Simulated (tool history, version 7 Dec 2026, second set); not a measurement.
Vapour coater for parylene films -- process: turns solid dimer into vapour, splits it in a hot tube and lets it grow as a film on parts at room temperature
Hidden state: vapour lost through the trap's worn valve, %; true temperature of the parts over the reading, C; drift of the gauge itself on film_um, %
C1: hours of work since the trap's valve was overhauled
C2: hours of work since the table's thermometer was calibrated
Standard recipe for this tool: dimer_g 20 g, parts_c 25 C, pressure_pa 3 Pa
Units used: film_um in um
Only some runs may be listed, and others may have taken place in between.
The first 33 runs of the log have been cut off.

{"run": 34, "hour": 1053.5, "dimer_g": 13, "parts_c": 20, "pressure_pa": 8.85, "C1": 46, "C2": 954, "film_um": 6.14}
{"run": 35, "hour": 1080.7, "dimer_g": 13, "parts_c": 20, "pressure_pa": 2.18, "C1": 61, "C2": 969, "film_um": 8.24}
{"run": 36, "hour": 1100.9, "dimer_g": 18, "parts_c": 19, "pressure_pa": 3.2, "C1": 72, "C2": 980, "film_um": 10.66}
{"run": 37, "hour": 1137.3, "dimer_g": 20, "parts_c": 29, "pressure_pa": 3.07, "C1": 92, "C2": 1000, "film_um": 10.17}
{"run": 38, "hour": 1162.6, "dimer_g": 18, "parts_c": 22, "pressure_pa": 3, "C1": 106, "C2": 1014, "film_um": 10.28}
{"run": 39, "hour": 1204.3, "dimer_g": 18, "parts_c": 22, "pressure_pa": 3, "C1": 128, "C2": 1037, "film_um": 10.13}
{"run": 40, "hour": 1239.6, "dimer_g": 13, "parts_c": 22, "pressure_pa": 3, "C1": 148, "C2": 1056, "film_um": 7.29}
{"run": 41, "hour": 1264.1, "dimer_g": 13, "parts_c": 22, "pressure_pa": 3, "C1": 161, "C2": 1069, "film_um": 7.34}
{"run": 42, "hour": 1293.0, "dimer_g": 12, "parts_c": 20, "pressure_pa": 4.43, "C1": 177, "C2": 1085, "film_um": 6.4}
{"run": 43, "hour": 1326.4, "dimer_g": 12, "parts_c": 29, "pressure_pa": 5.74, "C1": 195, "C2": 1103, "film_um": 5.2}
{"run": 44, "hour": 1369.4, "dimer_g": 20, "parts_c": 34, "pressure_pa": 2.3, "C1": 219, "C2": 1127, "film_um": 9.71}
{"run": 45, "hour": 1406.9, "dimer_g": 19, "parts_c": 34, "pressure_pa": 3.52, "C1": 239, "C2": 1147, "film_um": 8.37}
{"run": 46, "hour": 1424.4, "dimer_g": 20, "parts_c": 27, "pressure_pa": 5.11, "C1": 249, "C2": 1157, "film_um": 9.07}
{"run": 47, "hour": 1446.0, "dimer_g": 17, "parts_c": 27, "pressure_pa": 9.94, "C1": 260, "C2": 1169, "film_um": 6.76}

4 options for the next run, each taken on its own from the tool as it stands now. Forecast them:
{"run": "A", "hour": 1478.6, "dimer_g": 34, "parts_c": 27, "pressure_pa": 4.92, "C1": 278, "C2": 1187, "film_um": "?"}
{"run": "B", "hour": 1478.6, "dimer_g": 20, "parts_c": 37, "pressure_pa": 2.88, "C1": 278, "C2": 1187, "film_um": "?"}
{"run": "C", "hour": 1478.6, "dimer_g": 20, "parts_c": 31, "pressure_pa": 6.98, "C1": 278, "C2": 1187, "film_um": "?"}
{"run": "D", "hour": 1478.6, "dimer_g": 17, "parts_c": 17, "pressure_pa": 11.98, "C1": 278, "C2": 1187, "film_um": "?"}

run=A film_um=15.69
run=B film_um=8.76
run=C film_um=7.96
run=D film_um=7.59
What these runs would have given with no unlogged condition in the tool:
run=A film_um=16.5
run=B film_um=9.21
run=C film_um=8.37
run=D film_um=7.98
